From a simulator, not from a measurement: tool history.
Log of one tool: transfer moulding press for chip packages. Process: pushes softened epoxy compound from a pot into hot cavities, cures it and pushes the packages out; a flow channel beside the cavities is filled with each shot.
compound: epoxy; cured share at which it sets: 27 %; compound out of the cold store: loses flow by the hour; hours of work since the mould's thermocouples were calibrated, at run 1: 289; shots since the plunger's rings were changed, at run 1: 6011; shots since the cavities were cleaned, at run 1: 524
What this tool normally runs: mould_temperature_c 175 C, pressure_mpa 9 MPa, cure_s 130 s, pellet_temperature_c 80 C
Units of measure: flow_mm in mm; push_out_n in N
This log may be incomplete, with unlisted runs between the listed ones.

run   hour  mould_temperature_c  pressure_mpa  cure_s  pellet_temperature_c  hours of work since the mould's thermocouples were calibrated  shots since the plunger's rings were changed  shots since the cavities were cleaned  incoming compound's hours out of the cold store  flow_mm  push_out_n
  1      0                  175             9     130                    80                                                            289                                          6011                                    524                                             21.2      521         215
  2   14.4                  175          7.68     130                    80                                                            296                                          6113                                    626                                             14.1      495         209
      24.5  -- plunger's sealing rings changed
  3   24.5                  175          7.68     130                    80                                                            300                                             0                                    680                                             18.4      487         207
  4   37.4                  175             9     130                    80                                                            306                                            91                                    771                                             13.1      539         214
  5   50.6                  175             9     130                    80                                                            313                                           185                                    865                                             23.2      513         207
      59.5  -- cavities cleaned with cleaning compound and waxed
  6   68.9                  175             9     128                    80                                                            321                                           304                                     67                                             20.5      519         212
  7     82                  175             9     130                    80                                                            327                                           398                                    161                                             46.6      455         205
  8   97.7                  175             9     130                    80                                                            335                                           509                                    272                                             18.9      522         206
  9  114.1                  175             9     130                    80                                                            343                                           625                                    388                                             33.4      487         215
 10    121                  177             9     130                    80                                                            346                                           674                                    437                                             27.4      494         182
 11  136.8                  177             9     130                    80                                                            354                                           786                                    549                                             24.6      505         196
 12  150.3                  175         10.56     125                    79                                                            360                                           882                                    645                                             36.3      522         213
 13  160.3                  173          7.53     170                    88                                                            365                                           953                                    716                                             24.6      468         188
 14  167.3                  170          7.31     163                    84                                                            368                                          1003                                    766                                             33.4      452         200
 15  176.3                  170          7.31     163                    84                                                            373                                          1067                                    830                                             45.1      426         192
     190.3  -- cavities cleaned with cleaning compound and waxed
 16  192.5                  180          7.31     163                    83                                                            380                                          1171                                     16                                             27.3      444         176
 17  203.6                  167          7.08     130                    80                                                            385                                          1250                                     95                                             34.1      449         353

Take each entry between the runs: how does the hidden state at the last listed run before it differ from the hidden state at the first listed run after it?
Between runs 2 and 3: plunger's sealing rings changed (hour 24.5)
  pressure that reaches the compound, % of what is set: 99.72 -> 100
Between runs 5 and 6: cavities cleaned with cleaning compound and waxed (hour 59.5)
  grip of the stained cavities, % over clean ones': 1.8 -> 0.3
Between runs 15 and 16: cavities cleaned with cleaning compound and waxed (hour 190.3)
  grip of the stained cavities, % over clean ones': 1.7 -> 0.1
